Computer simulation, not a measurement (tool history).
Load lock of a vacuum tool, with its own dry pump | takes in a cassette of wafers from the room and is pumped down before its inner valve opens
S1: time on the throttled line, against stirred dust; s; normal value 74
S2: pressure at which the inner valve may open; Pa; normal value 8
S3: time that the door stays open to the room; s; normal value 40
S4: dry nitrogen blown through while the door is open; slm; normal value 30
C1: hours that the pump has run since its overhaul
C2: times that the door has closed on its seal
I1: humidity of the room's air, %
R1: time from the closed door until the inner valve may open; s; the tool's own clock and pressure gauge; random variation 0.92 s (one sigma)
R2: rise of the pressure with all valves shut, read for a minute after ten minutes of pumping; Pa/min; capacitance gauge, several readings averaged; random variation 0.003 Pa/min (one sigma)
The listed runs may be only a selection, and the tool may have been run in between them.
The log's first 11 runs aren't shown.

run	day	S1	S2	S3	S4	C1	C2	I1	R1	R2
12	42.321	74	8	40	30	7388	11065	44.7	154.4	0.096
13	44.758	74	8	40	30	7447	11190	46	156.1	0.102
14	50.462	74	8	40	30	7584	11481	44.1	156.8	0.101
15	54.471	74	8	40	30	7680	11686	46.9	155.9	0.105
16	59.862	74	12	40	30	7809	11962	46.4	153.4	0.111
17	62.646	74	12	40	30	7876	12104	44.9	150.9	0.108
18	65.062	74	8	40	5	7934	12228	44.2	156.2	0.115
19	68.571	75	8	53	5	8018	12407	44.4	156.4	0.13
20	73.717	75	8	53	5	8142	12670	46.5	157.3	0.13
21	77.912	60	11	40	30	8242	12885	45.3	141.4	0.118
22	80.842	66	11	32	23	8313	13034	49	147.6	0.12
23	86.2	74	9	62	30	8441	13308	45.9	157.1	0.125
24	91.117	74	15	62	14	8559	13559	43.3	150.6	0.137
25	96.629	47	6	40	30	8692	13841	48.2	142.5	0.124
26	100.7	47	12	168	35	8789	14049	45.5	134	0.149
27	103.808	67	12	63	23	8864	14208	46.4	148.3	0.14
28	109.504	67	12	63	23	9001	14499	48.5	149.7	0.142
29	114.371	67	12	63	23	9117	14748	43.8	146.8	0.135
30	118.942	74	6	40	30	9227	14982	45.3	163	0.141
31	121.904	74	8	43	30	9298	15133	44.1	158.6	0.139
32	125.838	74	8	43	30	9393	15334	45.8	158.5	0.148
33	129.712	74	11	35	30	9486	15532	42.6	154.4	0.147
34	134.896	74	11	35	30	9610	15797	44.8	154.2	0.141
35	137.521	74	11	35	30	9673	15931	44.2	153.5	0.147
36	143.212	74	6	40	23	9810	16222	47.2	162	0.157

What if the next run were any one of these 3? Each begins from the tool's condition after run 36:
A	145.888	74	10	166	40	9874	16359	43.4	?	?
B	145.888	87	10	67	30	9874	16359	47.2	?	?
C	145.888	38	14	40	30	9874	16359	46.7	?	?

run	R1	R2
A	157.1	0.171
B	166.8	0.157
C	127.5	0.154
The same runs, with their run-to-run variation unchanged, on a tool lacking any hidden condition would have given:
run	R1	R2
A	142.7	0.039
B	152.8	0.027
C	112	0.024
